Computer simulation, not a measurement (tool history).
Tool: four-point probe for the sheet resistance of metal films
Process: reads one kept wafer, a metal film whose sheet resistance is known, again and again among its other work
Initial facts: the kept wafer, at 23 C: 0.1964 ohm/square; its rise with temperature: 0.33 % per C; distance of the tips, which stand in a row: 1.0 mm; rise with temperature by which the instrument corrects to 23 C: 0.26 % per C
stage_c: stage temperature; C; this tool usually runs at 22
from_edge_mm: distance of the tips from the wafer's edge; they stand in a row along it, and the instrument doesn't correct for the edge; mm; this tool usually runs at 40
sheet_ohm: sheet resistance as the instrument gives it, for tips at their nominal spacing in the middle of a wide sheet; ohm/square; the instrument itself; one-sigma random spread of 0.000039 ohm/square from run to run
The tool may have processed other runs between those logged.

run	hour	stage_c	from_edge_mm	sheet_ohm
1	0	22	40	0.196507
2	22.9	22	40	0.196335
3	46.1	22	40	0.196434
4	74.4	22	40	0.196377
5	94	22	40	0.196396
6	124.1	22	40	0.196438
7	150.6	22	40	0.196431
8	183.4	22	16	0.19682
9	204.1	22	16	0.196814
10	222.5	22	16	0.196882
11	244.6	22	16	0.196847
12	263.2	28	40	0.197346
13	288.5	24	40	0.196786
14	312.5	24	40	0.196782
15	330.9	24	40	0.196845
16	353.5	18	40	0.196025
17	373.9	18	40	0.196015
18	407.2	18	40	0.195983
19	424.2	22	4	0.202867
20	440.8	22	4	0.20297
21	462.5	22	4	0.202993
22	487	22	37	0.196653
23	518.8	22	28	0.196736
24	554.9	22	4	0.20298
25	584.3	22	4	0.202956
26	618.6	32	21	0.198178
27	654.7	25	34	0.197092
28	675.6	29	40	0.19763
29	694.5	32	44	0.198045
30	721	34	40	0.198308
# hour 737.1: stage's thermometer calibrated
31	741	34	25	0.198286
32	760.3	22	10	0.197535
33	786.9	22	10	0.197553
34	804.5	21	30	0.196491
35	822.4	21	30	0.196564
36	858.4	21	30	0.196475
37	892.3	21	30	0.196562
38	920.9	35	5	0.20245
39	938.6	19	19	0.196505
40	964.2	22	7	0.198705
41	988.5	29	16	0.198051
42	1024	29	16	0.197985
43	1054.9	33	4	0.204667
44	1084.8	20	36	0.196434
45	1108.4	20	48	0.196466

Some steps in sheet_ohm between neighbouring runs. How much of each would the tool show without its hidden state too (settings, what came in, random variation), and how much is left for the hidden state, with any gauge scatter that isn't in both results?
Unlogged tool condition in this case: inner tips' distance over the nominal, %; tips' flats over new ones', %; wafer's true temperature over the reading, C; drift of the gauge itself on sheet_ohm, %.
Run 18 -> 19: stage_c 18 -> 22, from_edge_mm 40 -> 4. sheet_ohm +0.006884 ohm/square: hidden state +0.000014, all else +0.00687.
Run 23 -> 24: from_edge_mm 28 -> 4. sheet_ohm +0.006244 ohm/square: hidden state +0.000026, all else +0.006218.
Run 30 -> 31: from_edge_mm 40 -> 25, stage's thermometer calibrated. sheet_ohm -0.000022 ohm/square: hidden state -0.000158, all else +0.000136.
Run 42 -> 43: stage_c 29 -> 33, from_edge_mm 16 -> 4. sheet_ohm +0.006682 ohm/square: hidden state +0.000024, all else +0.006658.
Run 43 -> 44: stage_c 33 -> 20, from_edge_mm 4 -> 36. sheet_ohm -0.008233 ohm/square: hidden state +0.000004, all else -0.008237.
